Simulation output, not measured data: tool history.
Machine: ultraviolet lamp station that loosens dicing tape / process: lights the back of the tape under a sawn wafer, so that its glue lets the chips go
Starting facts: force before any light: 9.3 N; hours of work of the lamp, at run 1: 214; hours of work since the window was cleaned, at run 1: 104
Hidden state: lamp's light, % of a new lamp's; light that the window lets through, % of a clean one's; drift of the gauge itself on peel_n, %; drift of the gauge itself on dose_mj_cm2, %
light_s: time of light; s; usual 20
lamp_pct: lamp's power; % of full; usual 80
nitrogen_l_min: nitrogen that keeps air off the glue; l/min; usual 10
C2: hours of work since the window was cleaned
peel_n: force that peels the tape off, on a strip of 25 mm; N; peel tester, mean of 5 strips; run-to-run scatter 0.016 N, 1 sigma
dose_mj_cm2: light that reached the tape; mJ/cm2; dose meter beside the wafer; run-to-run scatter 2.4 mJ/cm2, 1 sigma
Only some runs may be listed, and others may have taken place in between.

run 1 hour=0.0 | light_s=20 lamp_pct=80 nitrogen_l_min=10 | hours_of_work_of_the_lamp=214 C2=104 | peel_n=0.752 dose_mj_cm2=259
run 2 hour=28.0 | light_s=20 lamp_pct=80 nitrogen_l_min=10 | hours_of_work_of_the_lamp=231 C2=121 | peel_n=0.791 dose_mj_cm2=256
run 3 hour=66.8 | light_s=20 lamp_pct=80 nitrogen_l_min=10 | hours_of_work_of_the_lamp=255 C2=146 | peel_n=0.769 dose_mj_cm2=259
run 4 hour=100.0 | light_s=20 lamp_pct=80 nitrogen_l_min=10 | hours_of_work_of_the_lamp=276 C2=167 | peel_n=0.762 dose_mj_cm2=261
run 5 hour=127.5 | light_s=20 lamp_pct=80 nitrogen_l_min=10 | hours_of_work_of_the_lamp=294 C2=184 | peel_n=0.774 dose_mj_cm2=258
run 6 hour=163.1 | light_s=20 lamp_pct=80 nitrogen_l_min=10 | hours_of_work_of_the_lamp=316 C2=206 | peel_n=0.743 dose_mj_cm2=255
run 7 hour=191.0 | light_s=20 lamp_pct=80 nitrogen_l_min=10 | hours_of_work_of_the_lamp=333 C2=224 | peel_n=0.765 dose_mj_cm2=256
run 8 hour=214.7 | light_s=38 lamp_pct=73 nitrogen_l_min=10 | hours_of_work_of_the_lamp=348 C2=238 | peel_n=0.188 dose_mj_cm2=447
run 9 hour=259.4 | light_s=38 lamp_pct=73 nitrogen_l_min=10 | hours_of_work_of_the_lamp=376 C2=266 | peel_n=0.180 dose_mj_cm2=446
run 10 hour=292.5 | light_s=20 lamp_pct=80 nitrogen_l_min=4 | hours_of_work_of_the_lamp=397 C2=287 | peel_n=1.162 dose_mj_cm2=261
run 11 hour=318.9 | light_s=20 lamp_pct=80 nitrogen_l_min=4 | hours_of_work_of_the_lamp=414 C2=304 | peel_n=1.195 dose_mj_cm2=262

Run 12, settings as shown, results not yet in. Your forecast:
run 12 hour=352.6 | light_s=20 lamp_pct=64 nitrogen_l_min=11 | hours_of_work_of_the_lamp=435 C2=325 | peel_n=? dose_mj_cm2=?

peel_n: 1.192 N
dose_mj_cm2: 206 mJ/cm2
Were there no unlogged condition in the tool, this run, its random variation unchanged, would have produced peel_n 1.190 N, dose_mj_cm2 207 mJ/cm2.
